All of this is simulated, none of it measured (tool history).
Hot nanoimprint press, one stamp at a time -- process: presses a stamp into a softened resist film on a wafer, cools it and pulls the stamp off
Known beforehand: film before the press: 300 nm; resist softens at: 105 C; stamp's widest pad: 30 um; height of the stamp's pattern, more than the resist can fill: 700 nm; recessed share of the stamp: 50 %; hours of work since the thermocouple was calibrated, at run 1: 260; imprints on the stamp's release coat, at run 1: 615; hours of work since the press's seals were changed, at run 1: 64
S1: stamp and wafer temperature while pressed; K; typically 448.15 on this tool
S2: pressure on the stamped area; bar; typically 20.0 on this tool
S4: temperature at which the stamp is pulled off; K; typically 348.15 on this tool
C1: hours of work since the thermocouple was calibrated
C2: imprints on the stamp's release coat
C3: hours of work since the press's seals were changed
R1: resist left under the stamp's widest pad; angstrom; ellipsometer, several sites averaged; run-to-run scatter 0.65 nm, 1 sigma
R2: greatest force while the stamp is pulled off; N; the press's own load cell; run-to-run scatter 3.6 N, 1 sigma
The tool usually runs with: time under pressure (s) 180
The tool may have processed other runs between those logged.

{"run": 1, "hour": 0.0, "S1": 448.15, "S2": 20.0, "time under pressure (s)": 180, "S4": 348.15, "C1": 260, "C2": 615, "C3": 64, "R1": 1432, "R2": 187}
{"run": 2, "hour": 29.0, "S1": 436.15, "S2": 20.0, "time under pressure (s)": 180, "S4": 348.15, "C1": 272, "C2": 657, "C3": 76, "R1": 2042, "R2": 191}
{"run": 3, "hour": 57.3, "S1": 436.15, "S2": 20.0, "time under pressure (s)": 180, "S4": 348.15, "C1": 283, "C2": 698, "C3": 88, "R1": 2025, "R2": 187}
{"run": 4, "hour": 82.7, "S1": 448.15, "S2": 20.0, "time under pressure (s)": 266, "S4": 348.15, "C1": 294, "C2": 735, "C3": 98, "R1": 1229, "R2": 188}
{"run": 5, "hour": 110.5, "S1": 448.15, "S2": 20.0, "time under pressure (s)": 266, "S4": 354.15, "C1": 305, "C2": 775, "C3": 109, "R1": 1240, "R2": 165}
{"run": 6, "hour": 135.6, "S1": 448.15, "S2": 20.0, "time under pressure (s)": 266, "S4": 354.15, "C1": 316, "C2": 811, "C3": 120, "R1": 1243, "R2": 168}
{"run": 7, "hour": 157.6, "S1": 449.15, "S2": 20.0, "time under pressure (s)": 266, "S4": 354.15, "C1": 325, "C2": 843, "C3": 129, "R1": 1198, "R2": 168}
{"run": 8, "hour": 183.8, "S1": 449.15, "S2": 20.0, "time under pressure (s)": 266, "S4": 354.15, "C1": 336, "C2": 881, "C3": 140, "R1": 1195, "R2": 173}
{"hour": 189.2, "done": "plate thermocouple calibrated"}
{"run": 9, "hour": 205.4, "S1": 449.15, "S2": 20.0, "time under pressure (s)": 266, "S4": 354.15, "C1": 7, "C2": 908, "C3": 147, "R1": 1184, "R2": 169}
{"run": 10, "hour": 228.0, "S1": 437.15, "S2": 20.0, "time under pressure (s)": 241, "S4": 348.15, "C1": 16, "C2": 940, "C3": 157, "R1": 1805, "R2": 198}
{"run": 11, "hour": 255.8, "S1": 437.15, "S2": 20.0, "time under pressure (s)": 241, "S4": 348.15, "C1": 28, "C2": 981, "C3": 168, "R1": 1799, "R2": 207}
{"run": 12, "hour": 274.5, "S1": 437.15, "S2": 21.2, "time under pressure (s)": 306, "S4": 347.15, "C1": 35, "C2": 1008, "C3": 176, "R1": 1636, "R2": 203}
{"hour": 294.7, "done": "plate thermocouple calibrated, once more"}
{"run": 13, "hour": 306.4, "S1": 453.15, "S2": 23.2, "time under pressure (s)": 180, "S4": 348.15, "C1": 5, "C2": 1049, "C3": 188, "R1": 1165, "R2": 203}
{"run": 14, "hour": 319.7, "S1": 453.15, "S2": 23.2, "time under pressure (s)": 180, "S4": 348.15, "C1": 10, "C2": 1069, "C3": 193, "R1": 1167, "R2": 207}
{"run": 15, "hour": 332.1, "S1": 453.15, "S2": 13.2, "time under pressure (s)": 180, "S4": 352.15, "C1": 15, "C2": 1087, "C3": 199, "R1": 1509, "R2": 190}

Hidden state at the last listed run before each entry between runs and at the first one after, where it differs:
Logged between run 8 and run 9: plate thermocouple calibrated (hour 189.2)
  true temperature over the reading, C: 1.17 -> 1.49; pressure that arrives at the usual setting, %: 99.15 -> 99.11; grip of the stamp's worn release coat, % over a new coat's: 16.7 -> 17.3
  measured result minus the result with no hidden state, R1: -43 -> -55 angstrom; R2: +21 -> +20 N
Logged between run 12 and run 13: plate thermocouple calibrated, once more (hour 294.7)
  true temperature over the reading, C: 1.59 -> 0.24; pressure that arrives at the usual setting, %: 98.97 -> 98.91; grip of the stamp's worn release coat, % over a new coat's: 19.2 -> 20
  measured result minus the result with no hidden state, R1: -80 -> -2 angstrom; R2: +27 -> +33 N
